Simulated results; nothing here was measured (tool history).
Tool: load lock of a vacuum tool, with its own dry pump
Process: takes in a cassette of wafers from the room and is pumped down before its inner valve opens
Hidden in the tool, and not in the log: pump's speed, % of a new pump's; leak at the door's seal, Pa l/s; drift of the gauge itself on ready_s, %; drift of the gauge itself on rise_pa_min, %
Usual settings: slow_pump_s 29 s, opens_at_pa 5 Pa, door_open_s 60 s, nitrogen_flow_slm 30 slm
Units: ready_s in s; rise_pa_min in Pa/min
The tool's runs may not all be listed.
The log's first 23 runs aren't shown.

| run | day | slow_pump_s | opens_at_pa | door_open_s | nitrogen_flow_slm | hours that the pump has run since its overhaul | times that the door has closed on its seal | incoming humidity of the room's air, % | ready_s | rise_pa_min |
|---|---|---|---|---|---|---|---|---|---|---|
| 24 | 127.317 | 16 | 7 | 60 | 30 | 3354 | 19540 | 45.4 | 61.5 | 0.117 |
| 25 | 132.650 | 29 | 7 | 60 | 30 | 3482 | 20067 | 44.0 | 71.2 | 0.124 |
| 26 | 139.292 | 29 | 9 | 60 | 11 | 3642 | 20723 | 46.2 | 70.0 | 0.151 |
| 27 | 146.450 | 29 | 9 | 60 | 11 | 3813 | 21430 | 43.1 | 70.1 | 0.149 |
| 28 | 149.967 | 29 | 9 | 60 | 11 | 3898 | 21778 | 43.7 | 70.5 | 0.150 |
| 29 | 154.233 | 29 | 9 | 60 | 11 | 4000 | 22199 | 43.2 | 69.7 | 0.155 |
| 30 | 158.792 | 21 | 5 | 51 | 20 | 4110 | 22649 | 50.1 | 67.5 | 0.146 |
| 31 | 163.571 | 16 | 9 | 106 | 18 | 4224 | 23121 | 41.9 | 60.0 | 0.161 |
| 32 | 170.217 | 31 | 5 | 31 | 30 | 4384 | 23778 | 46.3 | 75.2 | 0.138 |
| 33 | 174.200 | 17 | 5 | 31 | 7 | 4479 | 24172 | 41.9 | 63.8 | 0.156 |
| 34 | 177.629 | 17 | 5 | 31 | 7 | 4562 | 24510 | 45.3 | 65.3 | 0.157 |
| 35 | 182.096 | 17 | 5 | 31 | 7 | 4669 | 24951 | 45.9 | 65.1 | 0.163 |
| 36 | 187.450 | 17 | 5 | 31 | 7 | 4797 | 25481 | 41.5 | 65.0 | 0.159 |

5 ways to go on from here, each from the tool as it stands after run 36. What would each give?
| A | 194.200 | 54 | 10 | 60 | 25 | 4959 | 26147 | 45.7 | ? | ? |
| B | 194.200 | 17 | 7 | 28 | 15 | 4959 | 26147 | 43.6 | ? | ? |
| C | 194.200 | 29 | 4 | 153 | 7 | 4959 | 26147 | 46.7 | ? | ? |
| D | 194.200 | 17 | 4 | 31 | 7 | 4959 | 26147 | 48.4 | ? | ? |
| E | 194.200 | 17 | 5 | 31 | 7 | 4959 | 26147 | 42.6 | ? | ? |

| run | ready_s | rise_pa_min |
|---|---|---|
| A | 88.5 | 0.176 |
| B | 62.5 | 0.155 |
| C | 74.5 | 0.241 |
| D | 66.4 | 0.173 |
| E | 64.8 | 0.167 |
Without the tool's hidden state the same runs would have given:
| run | ready_s | rise_pa_min |
|---|---|---|
| A | 87.6 | 0.047 |
| B | 61.3 | 0.029 |
| C | 73.2 | 0.112 |
| D | 65.2 | 0.046 |
| E | 63.5 | 0.040 |
